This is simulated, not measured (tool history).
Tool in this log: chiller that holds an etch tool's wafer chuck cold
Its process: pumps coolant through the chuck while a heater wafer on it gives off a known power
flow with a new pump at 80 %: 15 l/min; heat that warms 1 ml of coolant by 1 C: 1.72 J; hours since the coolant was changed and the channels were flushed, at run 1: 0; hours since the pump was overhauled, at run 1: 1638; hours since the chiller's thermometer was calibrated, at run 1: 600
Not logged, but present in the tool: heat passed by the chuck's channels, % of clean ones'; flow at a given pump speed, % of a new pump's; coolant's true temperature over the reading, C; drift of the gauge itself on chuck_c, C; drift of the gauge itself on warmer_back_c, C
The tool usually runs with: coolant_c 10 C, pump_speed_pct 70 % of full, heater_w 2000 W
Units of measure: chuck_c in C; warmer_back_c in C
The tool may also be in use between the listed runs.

run	day	coolant_c	pump_speed_pct	heater_w	hours since the coolant was changed and the channels were flushed	hours since the pump was overhauled	hours since the chiller's thermometer was calibrated	chuck_c	warmer_back_c
1	0.000	10	70	2000	0	1638	600	27.9	5.63
2	1.838	10	70	2000	44	1682	644	28.0	5.58
3	3.725	10	70	2000	89	1728	690	27.7	5.61
4	5.258	10	70	2000	126	1764	727	28.1	5.66
5	7.212	10	70	2000	173	1811	774	28.0	5.63
6	8.717	10	70	2000	209	1847	810	27.9	5.70
7	10.429	10	70	2000	250	1888	851	28.1	5.67
8	11.988	10	70	2000	288	1926	888	28.0	5.64
9	12.858	10	70	2000	309	1947	909	28.1	5.63
10	14.275	10	70	2000	343	1981	943	28.0	5.67
11	15.967	10	70	2000	383	2021	984	28.3	5.74
12	17.658	10	70	2585	424	2062	1024	33.6	7.34
13	19.567	10	70	2585	470	2108	1070	33.4	7.35
14	20.567	10	70	2000	494	2132	1094	28.4	5.70
15	22.242	10	70	2000	534	2172	1134	28.4	5.72

Estimate the outcome of run 16 from the log above:
16	23.067	16	70	2000	554	2192	1154	?	?

chuck_c: 34.3 C
warmer_back_c: 5.62 C
Minus the tool's unlogged condition, the same run would have read chuck_c 32.9 C, warmer_back_c 5.29 C.

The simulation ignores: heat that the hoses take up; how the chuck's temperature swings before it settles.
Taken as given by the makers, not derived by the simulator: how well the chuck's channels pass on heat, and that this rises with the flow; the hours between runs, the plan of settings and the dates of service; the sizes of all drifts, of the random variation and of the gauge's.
